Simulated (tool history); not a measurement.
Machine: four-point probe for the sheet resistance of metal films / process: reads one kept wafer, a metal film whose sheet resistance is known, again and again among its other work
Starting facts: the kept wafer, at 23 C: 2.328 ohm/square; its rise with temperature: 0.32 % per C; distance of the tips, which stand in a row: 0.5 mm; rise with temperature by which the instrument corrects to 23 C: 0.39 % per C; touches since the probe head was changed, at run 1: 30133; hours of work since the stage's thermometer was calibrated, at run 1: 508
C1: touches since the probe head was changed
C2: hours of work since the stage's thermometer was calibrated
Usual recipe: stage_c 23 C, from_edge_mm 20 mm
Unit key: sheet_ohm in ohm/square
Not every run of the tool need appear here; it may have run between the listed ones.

Run 1, day 0.000: usual settings; C1 30133; C2 508. Result: sheet_ohm 2.329293 ohm/square.
Run 2, day 0.471: usual settings but from_edge_mm 23 mm; C1 30542; C2 514. Result: sheet_ohm 2.329652 ohm/square.
Run 3, day 1.042: usual settings but from_edge_mm 23 mm; C1 31036; C2 521. Result: sheet_ohm 2.329802 ohm/square.
Run 4, day 1.479: usual settings but from_edge_mm 23 mm; C1 31415; C2 527. Result: sheet_ohm 2.330462 ohm/square.
Run 5, day 1.979: usual settings but stage_c 31 C, from_edge_mm 23 mm; C1 31848; C2 533. Result: sheet_ohm 2.316565 ohm/square.
Run 6, day 2.383: usual settings but stage_c 31 C, from_edge_mm 23 mm; C1 32199; C2 538. Result: sheet_ohm 2.316828 ohm/square.
Run 7, day 3.225: usual settings but stage_c 31 C, from_edge_mm 23 mm; C1 32930; C2 549. Result: sheet_ohm 2.317746 ohm/square.
Run 8, day 3.692: usual settings but stage_c 31 C, from_edge_mm 23 mm; C1 33334; C2 555. Result: sheet_ohm 2.317384 ohm/square.
Run 9, day 4.279: usual settings; C1 33844; C2 563. Result: sheet_ohm 2.330719 ohm/square.
Run 10, day 4.983: usual settings; C1 34451; C2 572. Result: sheet_ohm 2.330711 ohm/square.
Run 11, day 5.625: usual settings; C1 35008; C2 580. Result: sheet_ohm 2.330873 ohm/square.
Run 12, day 6.000: usual settings; C1 35333; C2 585. Result: sheet_ohm 2.331011 ohm/square.
Run 13, day 6.792: usual settings but from_edge_mm 19 mm; C1 36022; C2 595. Result: sheet_ohm 2.332449 ohm/square.
Run 14, day 7.638: usual settings but from_edge_mm 19 mm; C1 36753; C2 606. Result: sheet_ohm 2.332283 ohm/square.
Run 15, day 8.450: usual settings but from_edge_mm 19 mm; C1 37457; C2 617. Result: sheet_ohm 2.333148 ohm/square.
Run 16, day 9.088: usual settings; C1 38011; C2 625. Result: sheet_ohm 2.332164 ohm/square.
Run 17, day 9.492: usual settings; C1 38362; C2 630. Result: sheet_ohm 2.331982 ohm/square.
Run 18, day 10.171: usual settings; C1 38951; C2 639. Result: sheet_ohm 2.332928 ohm/square.
Run 19, day 10.679: usual settings but from_edge_mm 52 mm; C1 39390; C2 645. Result: sheet_ohm 2.332304 ohm/square.
Run 20, day 11.433: usual settings but from_edge_mm 52 mm; C1 40043; C2 655. Result: sheet_ohm 2.332884 ohm/square.
Run 21, day 12.029: usual settings but from_edge_mm 52 mm; C1 40560; C2 663. Result: sheet_ohm 2.332231 ohm/square.
Run 22, day 12.867: usual settings; C1 41287; C2 673. Result: sheet_ohm 2.334229 ohm/square.
Run 23, day 13.688: usual settings; C1 41997; C2 684. Result: sheet_ohm 2.334705 ohm/square.
Run 24, day 14.333: usual settings but stage_c 18 C, from_edge_mm 34 mm; C1 42558; C2 692. Result: sheet_ohm 2.342403 ohm/square.
Run 25, day 14.750: usual settings but stage_c 28 C, from_edge_mm 13 mm; C1 42919; C2 698. Result: sheet_ohm 2.326993 ohm/square.
Run 26, day 15.129: usual settings but stage_c 28 C, from_edge_mm 13 mm; C1 43248; C2 703. Result: sheet_ohm 2.327511 ohm/square.
Run 27, day 15.800: usual settings but stage_c 28 C, from_edge_mm 13 mm; C1 43830; C2 711. Result: sheet_ohm 2.328353 ohm/square.
Run 28, day 16.288: usual settings but stage_c 28 C, from_edge_mm 43 mm; C1 44250; C2 717. Result: sheet_ohm 2.325791 ohm/square.
Run 29, day 16.729: usual settings but stage_c 28 C, from_edge_mm 43 mm; C1 44634; C2 723. Result: sheet_ohm 2.325546 ohm/square.
Run 30, day 17.192: usual settings but stage_c 19 C, from_edge_mm 10 mm; C1 45034; C2 729. Result: sheet_ohm 2.344006 ohm/square.
Run 31, day 17.617: usual settings but stage_c 22 C, from_edge_mm 45 mm; C1 45402; C2 735. Result: sheet_ohm 2.336427 ohm/square.
Run 32, day 17.992: usual settings but stage_c 22 C, from_edge_mm 45 mm; C1 45730; C2 739. Result: sheet_ohm 2.336549 ohm/square.
Run 33, day 18.746: usual settings but stage_c 19 C, from_edge_mm 8 mm; C1 46382; C2 749. Result: sheet_ohm 2.347264 ohm/square.
Run 34, day 19.238: usual settings but stage_c 30 C, from_edge_mm 10 mm; C1 46810; C2 756. Result: sheet_ohm 2.326139 ohm/square.
Run 35, day 19.833: usual settings but stage_c 30 C, from_edge_mm 10 mm; C1 47323; C2 763. Result: sheet_ohm 2.326874 ohm/square.
Run 36, day 20.671: usual settings but stage_c 27 C, from_edge_mm 21 mm; C1 48050; C2 774. Result: sheet_ohm 2.328621 ohm/square.
Run 37, day 21.354: usual settings but stage_c 32 C, from_edge_mm 58 mm; C1 48644; C2 783. Result: sheet_ohm 2.321009 ohm/square.
Run 38, day 21.967: usual settings but stage_c 21 C, from_edge_mm 38 mm; C1 49174; C2 791. Result: sheet_ohm 2.339216 ohm/square.
Run 39, day 22.733: usual settings but stage_c 21 C, from_edge_mm 38 mm; C1 49840; C2 801. Result: sheet_ohm 2.339826 ohm/square.
Run 40, day 23.425: usual settings but stage_c 25 C, from_edge_mm 24 mm; C1 50437; C2 809. Result: sheet_ohm 2.332886 ohm/square.
Run 41, day 23.829: usual settings but stage_c 25 C, from_edge_mm 24 mm; C1 50789; C2 815. Result: sheet_ohm 2.334516 ohm/square.
Run 42, day 24.596: usual settings but stage_c 20 C; C1 51452; C2 825. Result: sheet_ohm 2.342570 ohm/square.
Run 43, day 24.942: usual settings but stage_c 29 C, from_edge_mm 12 mm; C1 51754; C2 829. Result: sheet_ohm 2.329760 ohm/square.
Run 44, day 25.767: usual settings but stage_c 34 C, from_edge_mm 5 mm; C1 52466; C2 840. Result: sheet_ohm 2.332059 ohm/square.
Run 45, day 26.392: usual settings but stage_c 27 C, from_edge_mm 3 mm; C1 53009; C2 848. Result: sheet_ohm 2.365165 ohm/square.
Run 46, day 26.808: usual settings but stage_c 27 C, from_edge_mm 3 mm; C1 53371; C2 853. Result: sheet_ohm 2.363616 ohm/square.

How would selected steps in sheet_ohm from run to run divide? Give the signed amount a tool lacking its hidden state would still show from settings, what came in and random variation, and the signed amount left for the hidden state, including any gauge scatter that is not in both of the compared results.
Hidden state at play: inner tips' distance over the nominal, %; tips' flats over new ones', %; wafer's true temperature over the reading, C; drift of the gauge itself on sheet_ohm, %.
Run 29 -> 30: stage_c 28 -> 19, from_edge_mm 43 -> 10. sheet_ohm +0.018460 ohm/square: hidden state +0.000230, all else +0.018230.
Run 32 -> 33: stage_c 22 -> 19, from_edge_mm 45 -> 8. sheet_ohm +0.010715 ohm/square: hidden state +0.000291, all else +0.010424.
Run 33 -> 34: stage_c 19 -> 30, from_edge_mm 8 -> 10. sheet_ohm -0.021125 ohm/square: hidden state +0.000037, all else -0.021162.
Run 37 -> 38: stage_c 32 -> 21, from_edge_mm 58 -> 38. sheet_ohm +0.018207 ohm/square: hidden state +0.000304, all else +0.017903.
Run 44 -> 45: stage_c 34 -> 27, from_edge_mm 5 -> 3. sheet_ohm +0.033106 ohm/square: hidden state +0.000340, all else +0.032766.
